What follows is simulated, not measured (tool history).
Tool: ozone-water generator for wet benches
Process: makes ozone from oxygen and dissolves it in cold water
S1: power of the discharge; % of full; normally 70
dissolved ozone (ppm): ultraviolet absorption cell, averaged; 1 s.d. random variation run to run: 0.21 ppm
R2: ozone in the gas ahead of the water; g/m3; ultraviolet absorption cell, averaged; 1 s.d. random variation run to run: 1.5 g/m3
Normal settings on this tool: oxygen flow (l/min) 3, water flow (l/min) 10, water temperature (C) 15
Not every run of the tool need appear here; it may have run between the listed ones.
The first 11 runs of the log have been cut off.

{"run": 12, "hour": 1333.9, "S1": 70, "oxygen flow (l/min)": 3, "water flow (l/min)": 10, "water temperature (C)": 10, "dissolved ozone (ppm)": 34.1, "R2": 278.2}
{"run": 13, "hour": 1448.5, "S1": 44, "oxygen flow (l/min)": 3, "water flow (l/min)": 10, "water temperature (C)": 15, "dissolved ozone (ppm)": 24, "R2": 208.4}
{"run": 14, "hour": 1514.7, "S1": 44, "oxygen flow (l/min)": 3, "water flow (l/min)": 10, "water temperature (C)": 15, "dissolved ozone (ppm)": 23.9, "R2": 207.1}
{"hour": 1564.7, "done": "water thermometer calibrated"}
{"run": 15, "hour": 1649.5, "S1": 44, "oxygen flow (l/min)": 3, "water flow (l/min)": 10, "water temperature (C)": 15, "dissolved ozone (ppm)": 24, "R2": 207.6}
{"hour": 1693.6, "done": "contactor cleaned"}
{"run": 16, "hour": 1751.8, "S1": 44, "oxygen flow (l/min)": 3, "water flow (l/min)": 10, "water temperature (C)": 15, "dissolved ozone (ppm)": 24, "R2": 208.3}
{"run": 17, "hour": 1822.3, "S1": 79, "oxygen flow (l/min)": 3, "water flow (l/min)": 10, "water temperature (C)": 7, "dissolved ozone (ppm)": 37.5, "R2": 299.3}
{"run": 18, "hour": 1888.3, "S1": 68, "oxygen flow (l/min)": 1.99, "water flow (l/min)": 11, "water temperature (C)": 19, "dissolved ozone (ppm)": 26.3, "R2": 333.9}
{"run": 19, "hour": 1994.2, "S1": 66, "oxygen flow (l/min)": 4.04, "water flow (l/min)": 7, "water temperature (C)": 12, "dissolved ozone (ppm)": 39.9, "R2": 230.4}
{"run": 20, "hour": 2129.7, "S1": 70, "oxygen flow (l/min)": 3, "water flow (l/min)": 10, "water temperature (C)": 20, "dissolved ozone (ppm)": 29.4, "R2": 278}
{"run": 21, "hour": 2245.5, "S1": 70, "oxygen flow (l/min)": 3, "water flow (l/min)": 10, "water temperature (C)": 20, "dissolved ozone (ppm)": 29.6, "R2": 281.3}

What will run 22 give?
{"run": 22, "hour": 2362.3, "S1": 70, "oxygen flow (l/min)": 3, "water flow (l/min)": 13, "water temperature (C)": 20, "dissolved ozone (ppm)": "?", "R2": "?"}

{"run 22": {"dissolved ozone (ppm)": 24.6, "R2": 276.5}}
The same run, on a tool lacking any hidden state, would have yielded dissolved ozone (ppm) 24.6, R2 272.5 g/m3.

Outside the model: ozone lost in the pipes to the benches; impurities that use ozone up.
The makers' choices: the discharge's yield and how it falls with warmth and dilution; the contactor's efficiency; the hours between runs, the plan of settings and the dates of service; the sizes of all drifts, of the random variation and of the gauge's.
